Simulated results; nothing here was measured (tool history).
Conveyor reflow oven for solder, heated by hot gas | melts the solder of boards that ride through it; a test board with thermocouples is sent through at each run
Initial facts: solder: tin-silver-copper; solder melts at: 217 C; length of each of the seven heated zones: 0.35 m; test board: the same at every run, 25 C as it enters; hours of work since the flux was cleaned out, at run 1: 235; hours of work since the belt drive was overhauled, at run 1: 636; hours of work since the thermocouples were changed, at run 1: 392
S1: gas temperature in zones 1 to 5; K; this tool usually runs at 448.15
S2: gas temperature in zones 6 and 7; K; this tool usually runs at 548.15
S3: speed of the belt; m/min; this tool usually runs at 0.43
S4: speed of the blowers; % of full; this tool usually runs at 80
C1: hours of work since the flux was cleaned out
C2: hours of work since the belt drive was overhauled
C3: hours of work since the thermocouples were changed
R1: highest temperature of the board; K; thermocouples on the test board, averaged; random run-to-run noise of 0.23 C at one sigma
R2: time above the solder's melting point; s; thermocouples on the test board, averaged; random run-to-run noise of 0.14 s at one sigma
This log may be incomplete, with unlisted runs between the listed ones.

Run 1, hour 0: usual settings; C1 235; C2 636; C3 392. Result: R1 534.55 K, R2 83.4 s.
Run 2, hour 51.2: usual settings but S3 0.456 m/min; C1 260; C2 661; C3 417. Result: R1 533.15 K, R2 76.8 s.
Run 3, hour 110.6: usual settings but S3 0.456 m/min; C1 290; C2 691; C3 446. Result: R1 532.75 K, R2 76.9 s.
Run 4, hour 168.3: usual settings but S1 450.15 K, S3 0.456 m/min; C1 318; C2 719; C3 475. Result: R1 532.95 K, R2 77.9 s.
Run 5, hour 199: usual settings but S4 78 % of full; C1 334; C2 734; C3 490. Result: R1 534.15 K, R2 82.9 s.
Run 6, hour 266.4: usual settings but S4 78 % of full; C1 367; C2 768; C3 524. Result: R1 533.65 K, R2 82.9 s.
Run 7, hour 327.4: usual settings but S4 78 % of full; C1 397; C2 798; C3 554. Result: R1 533.95 K, R2 82.5 s.
At hour 361.2: flux residue cleaned out of gas plates and filters.
Run 8, hour 370.1: usual settings but S2 543.15 K, S4 78 % of full; C1 4; C2 817; C3 573. Result: R1 530.85 K, R2 81.3 s.
Run 9, hour 406.7: usual settings but S1 444.15 K; C1 23; C2 835; C3 591. Result: R1 535.05 K, R2 82.4 s.
Run 10, hour 468.4: usual settings but S2 551.15 K; C1 53; C2 866; C3 621. Result: R1 537.75 K, R2 86.1 s.
At hour 486.6: belt drive overhauled, speed set with a stopwatch.
Run 11, hour 524.2: usual settings but S2 551.15 K; C1 79; C2 19; C3 647. Result: R1 537.25 K, R2 83.3 s.
Run 12, hour 576.5: usual settings but S2 551.15 K; C1 105; C2 45; C3 673. Result: R1 536.75 K, R2 82.9 s.
Run 13, hour 621.3: usual settings; C1 127; C2 67; C3 695. Result: R1 534.25 K, R2 81.4 s.
Run 14, hour 691.6: usual settings; C1 162; C2 102; C3 730. Result: R1 534.15 K, R2 81.3 s.
Run 15, hour 757.5: usual settings; C1 195; C2 134; C3 763. Result: R1 533.65 K, R2 81.4 s.
Run 16, hour 820.1: usual settings; C1 226; C2 165; C3 794. Result: R1 533.35 K, R2 81.5 s.
Run 17, hour 884.8: usual settings but S2 541.15 K, S3 0.479 m/min; C1 258; C2 197; C3 826. Result: R1 524.15 K, R2 65.5 s.
Run 18, hour 952.2: usual settings but S2 541.15 K, S3 0.479 m/min; C1 291; C2 231; C3 859. Result: R1 524.15 K, R2 65.3 s.
Run 19, hour 984.9: usual settings but S1 436.15 K, S2 541.15 K, S3 0.479 m/min; C1 307; C2 247; C3 876. Result: R1 522.25 K, R2 58.4 s.
Run 20, hour 1052.6: usual settings but S1 436.15 K, S2 541.15 K, S3 0.479 m/min; C1 341; C2 281; C3 909. Result: R1 521.95 K, R2 58.2 s.
Run 21, hour 1086.1: usual settings but S1 456.15 K; C1 358; C2 297; C3 926. Result: R1 533.95 K, R2 85.5 s.
Run 22, hour 1151.1: usual settings but S3 0.421 m/min, S4 83 % of full; C1 390; C2 330; C3 958. Result: R1 533.85 K, R2 83.7 s.
At hour 1199.2: flux residue cleaned out of gas plates and filters.
Run 23, hour 1207.2: usual settings but S3 0.421 m/min, S4 83 % of full; C1 4; C2 355; C3 983. Result: R1 536.05 K, R2 85.2 s.
Run 24, hour 1261.4: usual settings but S2 560.15 K, S3 0.386 m/min; C1 31; C2 382; C3 1010. Result: R1 547.85 K, R2 101.4 s.
Run 25, hour 1312.8: usual settings but S1 463.15 K, S3 0.519 m/min; C1 56; C2 407; C3 1036. Result: R1 531.45 K, R2 71.8 s.
Run 26, hour 1380.6: usual settings but S1 462.15 K, S3 0.393 m/min; C1 90; C2 441; C3 1069. Result: R1 538.05 K, R2 100.3 s.
Run 27, hour 1425.1: usual settings but S1 462.15 K, S3 0.393 m/min; C1 112; C2 463; C3 1092. Result: R1 538.15 K, R2 100.2 s.
At hour 1437.2: thermocouples of zones 6 and 7 changed.
Run 28, hour 1466.1: usual settings but S1 437.15 K, S2 562.15 K, S3 0.373 m/min, S4 79 % of full; C1 131; C2 482; C3 14. Result: R1 551.45 K, R2 102.4 s.
Run 29, hour 1519.6: usual settings but S1 452.15 K, S2 559.15 K, S3 0.373 m/min, S4 79 % of full; C1 158; C2 509; C3 41. Result: R1 549.65 K, R2 107.4 s.
Run 30, hour 1584.8: usual settings but S1 443.15 K, S2 552.15 K, S3 0.373 m/min, S4 79 % of full; C1 190; C2 541; C3 73. Result: R1 542.15 K, R2 99.4 s.
Run 31, hour 1644.9: usual settings but S1 443.15 K, S2 561.15 K, S3 0.477 m/min, S4 56 % of full; C1 220; C2 571; C3 103. Result: R1 536.25 K, R2 72.3 s.

Forecast each of these 4 alternatives for the next run:
Run A, hour 1704.5: usual settings but S1 445.15 K, S2 554.15 K, S3 0.361 m/min, S4 56 % of full; C1 250; C2 601; C3 133. Result: R1 ?, R2 ?.
Run B, hour 1704.5: usual settings but S3 0.379 m/min, S4 66 % of full; C1 250; C2 601; C3 133. Result: R1 ?, R2 ?.
Run C, hour 1704.5: usual settings but S2 543.15 K, S4 77 % of full; C1 250; C2 601; C3 133. Result: R1 ?, R2 ?.
Run D, hour 1704.5: usual settings but S2 542.15 K, S4 75 % of full; C1 250; C2 601; C3 133. Result: R1 ?, R2 ?.

run      R1     R2
  A  541.15  102.3
  B  536.05   95.6
  C  529.75   79.7
  D  529.15   78.6
Without the tool's hidden state the same runs would have given:
run      R1     R2
  A  541.55  100.9
  B  536.45   94.4
  C  530.35     79
  D  529.65   77.9
